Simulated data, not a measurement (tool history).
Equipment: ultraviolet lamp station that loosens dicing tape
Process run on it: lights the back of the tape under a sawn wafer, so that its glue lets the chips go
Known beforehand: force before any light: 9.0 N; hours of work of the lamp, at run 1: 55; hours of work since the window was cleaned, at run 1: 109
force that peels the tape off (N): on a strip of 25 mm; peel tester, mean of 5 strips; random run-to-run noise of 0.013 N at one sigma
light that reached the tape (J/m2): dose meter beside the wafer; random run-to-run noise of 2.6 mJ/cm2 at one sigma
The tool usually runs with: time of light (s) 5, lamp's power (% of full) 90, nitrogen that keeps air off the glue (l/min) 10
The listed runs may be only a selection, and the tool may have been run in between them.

| run | hour | time of light (s) | lamp's power (% of full) | nitrogen that keeps air off the glue (l/min) | hours of work of the lamp | hours of work since the window was cleaned | force that peels the tape off (N) | light that reached the tape (J/m2) |
|---|---|---|---|---|---|---|---|---|
| 1 | 0 | 5 | 90 | 10 | 55 | 109 | 0.643 | 3140 |
| 2 | 38.5 | 5 | 90 | 10 | 85 | 139 | 0.684 | 3070 |
| 3 | 73.9 | 5 | 90 | 10 | 112 | 166 | 0.71 | 3060 |
| 4 | 122.4 | 5 | 90 | 10 | 149 | 203 | 0.712 | 3000 |
| 5 | 167.6 | 5 | 90 | 10 | 183 | 237 | 0.778 | 2880 |
|  | 206.7 | window cleaned of glue's vapour |
| 6 | 213.2 | 5 | 90 | 10 | 218 | 5 | 0.9 | 2740 |
| 7 | 259.4 | 5 | 90 | 17 | 253 | 40 | 0.678 | 2660 |
| 8 | 283.3 | 5 | 90 | 8 | 272 | 59 | 1.071 | 2670 |
| 9 | 318.1 | 5 | 90 | 10 | 298 | 85 | 0.982 | 2640 |
|  | 337.2 | window cleaned of glue's vapour, once more |
| 10 | 350.1 | 5 | 90 | 4 | 322 | 10 | 1.32 | 2920 |
| 11 | 376.9 | 5 | 68 | 10 | 343 | 30 | 1.301 | 2170 |
| 12 | 399.5 | 5 | 68 | 10 | 360 | 48 | 1.317 | 2160 |
| 13 | 421.8 | 5 | 90 | 10 | 377 | 65 | 0.79 | 2810 |
| 14 | 453.5 | 5 | 90 | 10 | 402 | 89 | 0.832 | 2770 |
| 15 | 479.2 | 5 | 90 | 10 | 421 | 109 | 0.867 | 2710 |
| 16 | 500.9 | 5 | 90 | 10 | 438 | 125 | 0.88 | 2730 |
| 17 | 529.9 | 5 | 90 | 10 | 460 | 148 | 0.884 | 2730 |
| 18 | 568.6 | 5 | 90 | 14 | 490 | 177 | 0.794 | 2610 |
| 19 | 608.4 | 5 | 90 | 14 | 520 | 208 | 0.825 | 2560 |
| 20 | 656.6 | 4 | 89 | 10 | 557 | 244 | 1.567 | 1980 |
|  | 687 | window cleaned of glue's vapour |
| 21 | 709.5 | 4 | 62 | 14 | 597 | 17 | 2.234 | 1450 |
| 22 | 740.3 | 4 | 63 | 14 | 621 | 41 | 2.273 | 1420 |
| 23 | 774.4 | 2 | 98 | 13 | 647 | 67 | 3.111 | 1100 |
| 24 | 806.4 | 5 | 86 | 5 | 671 | 91 | 1.661 | 2370 |
| 25 | 832.5 | 5 | 86 | 5 | 691 | 111 | 1.598 | 2360 |
| 26 | 869.2 | 5 | 90 | 5 | 719 | 139 | 1.614 | 2410 |
| 27 | 913.8 | 5 | 82 | 10 | 753 | 174 | 1.396 | 2120 |
| 28 | 966.3 | 5 | 73 | 17 | 794 | 214 | 1.405 | 1850 |
| 29 | 997.6 | 5 | 73 | 17 | 818 | 238 | 1.456 | 1790 |
| 30 | 1032 | 10 | 73 | 13 | 844 | 264 | 0.455 | 3490 |
|  | 1037.1 | window cleaned of glue's vapour |
| 31 | 1070.8 | 10 | 73 | 13 | 873 | 26 | 0.388 | 3780 |
| 32 | 1095.3 | 2 | 90 | 16 | 892 | 45 | 3.601 | 930 |

What if the next run were any one of these 5? Each begins from the tool's condition after run 32:
| A | 1124.7 | 5 | 72 | 10 | 915 | 67 | ? | ? |
| B | 1124.7 | 5 | 90 | 18 | 915 | 67 | ? | ? |
| C | 1124.7 | 7 | 90 | 10 | 915 | 67 | ? | ? |
| D | 1124.7 | 2 | 84 | 16 | 915 | 67 | ? | ? |
| E | 1124.7 | 2 | 98 | 19 | 915 | 67 | ? | ? |

| run | force that peels the tape off (N) | light that reached the tape (J/m2) |
|---|---|---|
| A | 1.805 | 1790 |
| B | 0.947 | 2250 |
| C | 0.668 | 3150 |
| D | 3.91 | 860 |
| E | 3.125 | 970 |
With the hidden condition removed and each run's random variation left untouched, the same runs would have given:
| run | force that peels the tape off (N) | light that reached the tape (J/m2) |
|---|---|---|
| A | 0.896 | 2680 |
| B | 0.42 | 3370 |
| C | 0.31 | 4720 |
| D | 2.59 | 1270 |
| E | 1.917 | 1450 |
